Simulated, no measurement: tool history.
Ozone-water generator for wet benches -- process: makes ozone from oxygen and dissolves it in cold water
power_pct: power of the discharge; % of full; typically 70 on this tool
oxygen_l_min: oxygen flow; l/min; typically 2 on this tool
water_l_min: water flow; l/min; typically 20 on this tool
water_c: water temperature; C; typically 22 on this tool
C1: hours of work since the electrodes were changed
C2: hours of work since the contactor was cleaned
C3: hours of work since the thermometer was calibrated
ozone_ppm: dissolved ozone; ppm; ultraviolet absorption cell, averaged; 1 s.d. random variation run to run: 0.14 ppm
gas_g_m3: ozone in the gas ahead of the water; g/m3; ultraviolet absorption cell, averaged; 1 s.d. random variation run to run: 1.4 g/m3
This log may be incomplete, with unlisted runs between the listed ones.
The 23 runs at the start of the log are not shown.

run 24 hour=958.3 | power_pct=45 oxygen_l_min=2 water_l_min=20 water_c=15 | C1=1974 C2=274 C3=2097 | ozone_ppm=11.8 gas_g_m3=185.8
run 25 hour=1001.9 | power_pct=58 oxygen_l_min=1.33 water_l_min=20 water_c=15 | C1=2012 C2=311 C3=2135 | ozone_ppm=12.1 gas_g_m3=271.9
run 26 hour=1025.4 | power_pct=70 oxygen_l_min=2 water_l_min=21 water_c=19 | C1=2032 C2=332 C3=2155 | ozone_ppm=15.8 gas_g_m3=267.9
run 27 hour=1047.1 | power_pct=70 oxygen_l_min=2 water_l_min=21 water_c=19 | C1=2050 C2=350 C3=2174 | ozone_ppm=15.4 gas_g_m3=266.5
run 28 hour=1076 | power_pct=70 oxygen_l_min=2 water_l_min=21 water_c=19 | C1=2075 C2=375 C3=2198 | ozone_ppm=15.5 gas_g_m3=266.2
run 29 hour=1128.1 | power_pct=73 oxygen_l_min=1.97 water_l_min=13 water_c=24 | C1=2120 C2=420 C3=2243 | ozone_ppm=23.1 gas_g_m3=275.9
run 30 hour=1155.2 | power_pct=73 oxygen_l_min=1.97 water_l_min=13 water_c=24 | C1=2143 C2=443 C3=2266 | ozone_ppm=23.3 gas_g_m3=279.9
run 31 hour=1195.3 | power_pct=73 oxygen_l_min=1.97 water_l_min=26 water_c=24 | C1=2178 C2=478 C3=2301 | ozone_ppm=12.8 gas_g_m3=276.5
run 32 hour=1232.6 | power_pct=73 oxygen_l_min=1.97 water_l_min=26 water_c=24 | C1=2210 C2=510 C3=2333 | ozone_ppm=12.8 gas_g_m3=274.1

Each row is a separate what-if for the run after 32, all from the same tool condition, not one after another. Results?
-- hour=1253.6 gauge calibrated
run A hour=1283.3 | power_pct=70 oxygen_l_min=1.97 water_l_min=26 water_c=24 | C1=2253 C2=553 C3=2377 | ozone_ppm=? gas_g_m3=?
-- hour=1253.6 gauge calibrated
run B hour=1283.3 | power_pct=73 oxygen_l_min=2 water_l_min=30 water_c=22 | C1=2253 C2=553 C3=2377 | ozone_ppm=? gas_g_m3=?
-- hour=1253.6 gauge calibrated
run C hour=1283.3 | power_pct=43 oxygen_l_min=1.97 water_l_min=13 water_c=24 | C1=2253 C2=553 C3=2377 | ozone_ppm=? gas_g_m3=?

run=A ozone_ppm=12.3 gas_g_m3=262.7
run=B ozone_ppm=11.2 gas_g_m3=272.6
run=C ozone_ppm=15.3 gas_g_m3=178.4
Without the tool's unlogged condition, the same runs would have read:
run=A ozone_ppm=12.3 gas_g_m3=262.5
run=B ozone_ppm=11.2 gas_g_m3=272.4
run=C ozone_ppm=15.3 gas_g_m3=178.3
